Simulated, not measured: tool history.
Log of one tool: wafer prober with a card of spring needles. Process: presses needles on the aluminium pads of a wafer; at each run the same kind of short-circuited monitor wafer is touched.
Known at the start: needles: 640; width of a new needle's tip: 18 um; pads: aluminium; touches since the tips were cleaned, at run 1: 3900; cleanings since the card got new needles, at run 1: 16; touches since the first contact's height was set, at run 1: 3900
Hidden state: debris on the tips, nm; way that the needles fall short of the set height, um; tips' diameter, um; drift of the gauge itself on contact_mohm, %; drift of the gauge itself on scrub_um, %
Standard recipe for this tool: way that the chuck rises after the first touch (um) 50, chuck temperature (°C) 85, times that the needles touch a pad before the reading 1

run	hour	way that the chuck rises after the first touch (um)	chuck temperature (°C)	times that the needles touch a pad before the reading	touches since the tips were cleaned	cleanings since the card got new needles	touches since the first contact's height was set	resistance of one needle with its contact and lead (mohm)	way that a needle slides on the pad (um)
1	0	50	85	1	3900	16	3900	285	7.12
# hour 1.6: tips cleaned on abrasive film
2	9.9	56	85	1	3723	17	8301	280	7.95
# hour 12.1: tips cleaned on abrasive film
3	20.9	56	85	1	3964	18	13242	279	7.98
# hour 22.5: tips cleaned on abrasive film
4	30.9	56	85	1	3803	19	17691	277	7.99
# hour 32.5: tips cleaned on abrasive film
# hour 42.6: tips cleaned on abrasive film
5	44.7	50	85	1	955	21	23834	286	7.12
# hour 52.9: tips cleaned on abrasive film
6	55	50	85	1	943	22	28403	288	7.14
# hour 63: tips cleaned on abrasive film
7	64.3	37	100	3	564	23	32544	301	5.29
# hour 73.2: tips cleaned on abrasive film
8	77.2	50	38	1	1808	24	38348	266	7.12
# hour 83.4: tips cleaned on abrasive film
9	88.2	50	36	3	2185	25	43238	264	7.1
# hour 93.5: tips cleaned on abrasive film
10	98.7	50	36	3	2342	26	47913	264	7.12
# hour 104.3: tips cleaned on abrasive film
11	110.3	50	36	3	2721	27	53128	270	7.11
# hour 114.8: tips cleaned on abrasive film
# hour 125.5: tips cleaned on abrasive film
12	126.1	50	36	3	257	29	60127	268	7.14

Hidden condition of the tool, last listed run before each entry between runs versus first listed run after:
In the gap between runs 1 and 2: tips cleaned on abrasive film (hour 1.6)
  no hidden state differs between the two runs
In the gap between runs 2 and 3: tips cleaned on abrasive film (hour 12.1)
  no hidden state differs between the two runs
In the gap between runs 3 and 4: tips cleaned on abrasive film (hour 22.5)
  no hidden state differs between the two runs
In the gap between runs 4 and 5: tips cleaned on abrasive film (hour 32.5); tips cleaned on abrasive film (hour 42.6)
  debris on the tips, nm: 0.2 -> 0.1
In the gap between runs 5 and 6: tips cleaned on abrasive film (hour 52.9)
  no hidden state differs between the two runs
In the gap between runs 6 and 7: tips cleaned on abrasive film (hour 63)
  debris on the tips, nm: 0.1 -> 0
In the gap between runs 7 and 8: tips cleaned on abrasive film (hour 73.2)
  debris on the tips, nm: 0 -> 0.1
In the gap between runs 8 and 9: tips cleaned on abrasive film (hour 83.4)
  no hidden state differs between the two runs
In the gap between runs 9 and 10: tips cleaned on abrasive film (hour 93.5)
  no hidden state differs between the two runs
In the gap between runs 10 and 11: tips cleaned on abrasive film (hour 104.3)
  no hidden state differs between the two runs
In the gap between runs 11 and 12: tips cleaned on abrasive film (hour 114.8); tips cleaned on abrasive film (hour 125.5)
  debris on the tips, nm: 0.1 -> 0
